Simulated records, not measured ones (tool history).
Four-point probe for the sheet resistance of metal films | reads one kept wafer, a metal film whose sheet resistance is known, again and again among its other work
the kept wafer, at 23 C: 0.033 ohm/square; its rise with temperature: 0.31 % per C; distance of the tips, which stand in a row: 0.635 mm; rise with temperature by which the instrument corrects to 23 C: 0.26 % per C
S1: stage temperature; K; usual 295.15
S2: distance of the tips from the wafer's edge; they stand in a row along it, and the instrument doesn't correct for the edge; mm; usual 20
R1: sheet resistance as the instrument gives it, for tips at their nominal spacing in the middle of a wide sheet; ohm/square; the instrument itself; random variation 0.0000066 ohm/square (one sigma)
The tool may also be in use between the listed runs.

run	day	S1	S2	R1
1	0.000	295.15	20	0.032999
2	2.729	295.15	7	0.033129
3	4.804	295.15	7	0.033137
4	7.583	295.15	7	0.033122
5	9.688	295.15	7	0.033135
6	11.604	295.15	7	0.033132
7	12.867	295.15	7	0.033126
8	14.292	297.15	20	0.033041
9	16.300	297.15	20	0.033043
10	18.096	299.15	20	0.033060
11	19.721	295.15	12	0.033037
12	21.888	299.15	20	0.033070
13	24.417	299.15	20	0.033072
14	27.442	299.15	20	0.033069
15	29.338	299.15	20	0.033074
16	30.938	299.15	20	0.033084
17	33.917	295.15	20	0.032996
18	36.646	296.15	20	0.033013
19	38.450	296.15	20	0.033014
20	40.058	295.15	28	0.032993
21	42.096	295.15	46	0.032981
22	43.712	295.15	46	0.032981
23	46.467	295.15	46	0.032983
24	48.121	302.15	10	0.033174
25	49.400	302.15	10	0.033170
26	51.458	293.15	69	0.032951
27	53.038	308.15	9	0.033287
28	54.462	308.15	9	0.033288
29	57.271	298.15	14	0.033073
30	58.933	297.15	21	0.033048
31	60.688	297.15	21	0.033029
32	63.679	297.15	21	0.033032
33	65.871	307.15	4	0.033629
34	67.729	307.15	4	0.033630
35	70.188	305.15	10	0.033232
36	72.296	305.15	7	0.033296
37	74.821	293.15	3	0.033724
38	77.212	292.15	7	0.033068
39	80.092	299.15	5	0.033327
40	82.262	299.15	5	0.033338
41	84.412	298.15	19	0.033059
42	86.142	305.15	7	0.033301
43	87.646	305.15	7	0.033303
44	90.429	305.15	7	0.033297
45	92.029	291.15	66	0.032919
46	94.004	293.15	13	0.032991

3 ways to go on from here, each from the tool as it stands after run 46. What would each give?
A	96.321	299.15	5	?
B	96.321	296.15	11	?
C	96.321	301.15	62	?

run	R1
A	0.033334
B	0.033060
C	0.033090
Without the tool's hidden state the same runs would have given:
run	R1
A	0.033335
B	0.033061
C	0.033090
